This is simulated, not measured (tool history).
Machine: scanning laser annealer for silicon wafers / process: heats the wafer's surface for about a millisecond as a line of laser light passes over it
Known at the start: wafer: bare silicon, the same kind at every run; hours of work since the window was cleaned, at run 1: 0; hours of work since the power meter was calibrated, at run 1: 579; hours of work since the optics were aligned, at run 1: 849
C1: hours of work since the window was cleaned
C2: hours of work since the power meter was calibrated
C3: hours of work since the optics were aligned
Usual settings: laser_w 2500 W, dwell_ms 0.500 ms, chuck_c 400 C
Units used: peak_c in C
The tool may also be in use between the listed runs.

Run 1, hour 0.0: usual settings; C1 0; C2 579; C3 849. Result: peak_c 1105 C.
Run 2, hour 62.2: usual settings but dwell_ms 0.375 ms; C1 41; C2 621; C3 890. Result: peak_c 1010 C.
Run 3, hour 97.6: usual settings but dwell_ms 0.375 ms; C1 65; C2 644; C3 913. Result: peak_c 1006 C.
Run 4, hour 129.1: usual settings but dwell_ms 0.375 ms; C1 86; C2 665; C3 934. Result: peak_c 1007 C.
Run 5, hour 169.5: usual settings but dwell_ms 0.375 ms; C1 113; C2 692; C3 961. Result: peak_c 1004 C.
Run 6, hour 241.1: usual settings; C1 160; C2 739; C3 1009. Result: peak_c 1101 C.
Run 7, hour 313.8: usual settings; C1 209; C2 788; C3 1057. Result: peak_c 1099 C.
Run 8, hour 370.7: usual settings; C1 246; C2 826; C3 1095. Result: peak_c 1093 C.
At hour 386.4: optics aligned, line set to its width.
Run 9, hour 432.6: usual settings but dwell_ms 0.595 ms; C1 284; C2 863; C3 31. Result: peak_c 1164 C.
Run 10, hour 490.3: usual settings but dwell_ms 0.595 ms; C1 322; C2 902; C3 69. Result: peak_c 1159 C.
Run 11, hour 530.7: usual settings but dwell_ms 0.595 ms; C1 349; C2 929; C3 96. Result: peak_c 1159 C.
Run 12, hour 596.9: usual settings but dwell_ms 0.595 ms, chuck_c 364 C; C1 393; C2 973; C3 140. Result: peak_c 1115 C.
Run 13, hour 652.6: usual settings but dwell_ms 0.595 ms, chuck_c 364 C; C1 430; C2 1010; C3 177. Result: peak_c 1118 C.
Run 14, hour 691.5: usual settings but dwell_ms 0.595 ms, chuck_c 364 C; C1 456; C2 1035; C3 203. Result: peak_c 1117 C.
Run 15, hour 724.4: usual settings but dwell_ms 0.595 ms, chuck_c 364 C; C1 478; C2 1057; C3 225. Result: peak_c 1113 C.
Run 16, hour 754.4: usual settings but laser_w 2611 W; C1 498; C2 1077; C3 245. Result: peak_c 1110 C.
Run 17, hour 797.4: usual settings; C1 527; C2 1106; C3 273. Result: peak_c 1084 C.
At hour 839.3: window over the wafer cleaned.
Run 18, hour 863.7: usual settings; C1 16; C2 1149; C3 316. Result: peak_c 1107 C.
Run 19, hour 898.9: usual settings; C1 40; C2 1172; C3 339. Result: peak_c 1110 C.
Run 20, hour 954.4: usual settings but dwell_ms 0.421 ms; C1 76; C2 1209; C3 376. Result: peak_c 1048 C.
Run 21, hour 993.2: usual settings but dwell_ms 0.421 ms; C1 102; C2 1235; C3 402. Result: peak_c 1044 C.
Run 22, hour 1025.5: usual settings but laser_w 2571 W, chuck_c 404 C; C1 124; C2 1256; C3 423. Result: peak_c 1126 C.
Run 23, hour 1078.9: usual settings but laser_w 2571 W, chuck_c 404 C; C1 159; C2 1292; C3 459. Result: peak_c 1127 C.
Run 24, hour 1129.0: usual settings but laser_w 2571 W, chuck_c 404 C; C1 192; C2 1325; C3 492. Result: peak_c 1122 C.
Run 25, hour 1168.7: usual settings but laser_w 2262 W, chuck_c 370 C; C1 219; C2 1351; C3 519. Result: peak_c 1004 C.
Run 26, hour 1205.4: usual settings but laser_w 2262 W, dwell_ms 0.352 ms, chuck_c 370 C; C1 243; C2 1376; C3 543. Result: peak_c 898 C.
Run 27, hour 1257.5: usual settings but laser_w 2262 W, dwell_ms 0.352 ms, chuck_c 370 C; C1 278; C2 1410; C3 578. Result: peak_c 894 C.
Run 28, hour 1301.9: usual settings but laser_w 2674 W, dwell_ms 0.352 ms, chuck_c 413 C; C1 307; C2 1440; C3 607. Result: peak_c 1031 C.
Run 29, hour 1358.4: usual settings but chuck_c 425 C; C1 345; C2 1477; C3 645. Result: peak_c 1117 C.
Run 30, hour 1420.7: usual settings but laser_w 2145 W, dwell_ms 0.491 ms; C1 386; C2 1519; C3 686. Result: peak_c 989 C.
Run 31, hour 1455.3: usual settings but laser_w 2699 W; C1 409; C2 1542; C3 709. Result: peak_c 1139 C.
Run 32, hour 1494.9: usual settings but laser_w 2699 W; C1 436; C2 1568; C3 735. Result: peak_c 1136 C.
Run 33, hour 1560.2: usual settings but laser_w 2699 W, dwell_ms 0.359 ms, chuck_c 407 C; C1 479; C2 1611; C3 779. Result: peak_c 1027 C.
Run 34, hour 1634.2: usual settings but laser_w 2321 W, dwell_ms 0.495 ms, chuck_c 422 C; C1 528; C2 1661; C3 828. Result: peak_c 1053 C.
At hour 1676.1: window over the wafer cleaned.
Run 35, hour 1689.7: usual settings but laser_w 2321 W, dwell_ms 0.495 ms, chuck_c 422 C; C1 9; C2 1696; C3 863. Result: peak_c 1074 C.
Run 36, hour 1752.3: usual settings but laser_w 2210 W, dwell_ms 0.379 ms, chuck_c 402 C; C1 51; C2 1738; C3 905. Result: peak_c 947 C.
Run 37, hour 1808.0: usual settings but laser_w 2246 W, dwell_ms 0.503 ms, chuck_c 416 C; C1 88; C2 1775; C3 942. Result: peak_c 1049 C.
Run 38, hour 1877.6: usual settings but dwell_ms 0.609 ms, chuck_c 406 C; C1 134; C2 1821; C3 988. Result: peak_c 1181 C.
Run 39, hour 1916.3: usual settings but laser_w 2345 W, dwell_ms 0.609 ms, chuck_c 437 C; C1 160; C2 1847; C3 1014. Result: peak_c 1158 C.
Run 40, hour 1960.1: usual settings but laser_w 2345 W, dwell_ms 0.609 ms, chuck_c 437 C; C1 189; C2 1876; C3 1043. Result: peak_c 1162 C.
Run 41, hour 2020.3: usual settings but laser_w 2411 W, dwell_ms 0.609 ms, chuck_c 437 C; C1 229; C2 1916; C3 1083. Result: peak_c 1176 C.
At hour 2053.3: optics aligned, line set to its width.
Run 42, hour 2055.5: usual settings but laser_w 2372 W, dwell_ms 0.475 ms, chuck_c 362 C; C1 249; C2 1936; C3 1. Result: peak_c 1008 C.

What differs in the tool's unlogged condition from the final listed run ahead of each entry between runs to the first listed run following it?
In the gap between runs 8 and 9: optics aligned, line set to its width (hour 386.4)
  light that passes the window, % of a clean one's: 98.01 -> 97.73; laser's true power over the reading, %: -0.19 -> -0.2; width of the line over the set one, %: 1.81 -> 0.1
  the result without the hidden state subtracted from the measured one, peak_c: -20 -> -19 C
In the gap between runs 17 and 18: window over the wafer cleaned (hour 839.3)
  light that passes the window, % of a clean one's: 96.01 -> 99.79; laser's true power over the reading, %: -0.28 -> -0.29; width of the line over the set one, %: 0.47 -> 0.54
  the result without the hidden state subtracted from the measured one, peak_c: -31 -> -5 C
In the gap between runs 34 and 35: window over the wafer cleaned (hour 1676.1)
  light that passes the window, % of a clean one's: 96.15 -> 99.88; laser's true power over the reading, %: -0.46 -> -0.47; width of the line over the set one, %: 1.33 -> 1.38
  the result without the hidden state subtracted from the measured one, peak_c: -30 -> -8 C
In the gap between runs 41 and 42: optics aligned, line set to its width (hour 2053.3)
  light that passes the window, % of a clean one's: 98.27 -> 98.12; laser's true power over the reading, %: -0.54 -> -0.55; width of the line over the set one, %: 1.72 -> 0.15
  the result without the hidden state subtracted from the measured one, peak_c: -22 -> -16 C
